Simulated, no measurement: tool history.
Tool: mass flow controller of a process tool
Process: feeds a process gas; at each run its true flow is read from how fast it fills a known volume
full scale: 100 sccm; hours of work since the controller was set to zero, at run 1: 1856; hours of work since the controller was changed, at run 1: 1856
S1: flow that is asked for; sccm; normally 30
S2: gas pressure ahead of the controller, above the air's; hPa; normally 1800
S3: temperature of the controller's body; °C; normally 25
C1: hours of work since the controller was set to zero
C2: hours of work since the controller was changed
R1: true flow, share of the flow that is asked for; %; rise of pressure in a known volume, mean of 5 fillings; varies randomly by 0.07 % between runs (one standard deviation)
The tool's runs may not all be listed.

run    hour  S1    S2  S3    C1    C2      R1
  1     0.0  30  1800  25  1856  1856   99.33
  2    95.5  30  1800  25  1899  1899   99.46
  3   182.0  30  1800  25  1938  1938   99.64
  4   300.1  30  1800  25  1991  1991   99.65
  5   403.4  30  1800  25  2037  2037   99.86
  6   491.3  30  1800  25  2076  2076   99.86
  7   553.5  30  1580  25  2104  2104   99.89
  8   682.2  30  1800  24  2162  2162  100.07
  9   734.4  30  1800  24  2185  2185  100.13
 10   800.8  30  1800  24  2215  2215  100.16
 11   891.4  86  2320  34  2255  2255  101.89
 12   948.6  30  2090  39  2281  2281  101.79
 13  1077.1  30  2090  39  2339  2339  102.06
 14  1191.2  30  2660  29  2390  2390  101.50
 15  1258.5  26  2270  31  2420  2420  101.62
 16  1323.3  26  2270  31  2449  2449  101.65
 17  1414.6  26  2270  31  2490  2490  101.68
 18  1494.3  23  1800  25  2525  2525  101.05
 19  1596.8  27  1800  25  2571  2571  101.20
 20  1711.3  27  1800  25  2623  2623  101.40

5 options for the next run, each taken on its own from the tool as it stands now. Forecast them:
  A  1773.0  30  1800  23  2650  2650   ?
  B  1773.0  37  1800  31  2650  2650   ?
  C  1773.0  69  2130  25  2650  2650   ?
  D  1773.0  21  1800  29  2650  2650   ?
  E  1773.0  30  1800  24  2650  2650   ?

run      R1
  A  101.14
  B  101.96
  C  101.93
  D  101.66
  E  101.36
Stripped of hidden state, with their random variation kept, the same runs would have yielded:
run     R1
  A  99.11
  B  99.92
  C  99.88
  D  99.63
  E  99.33
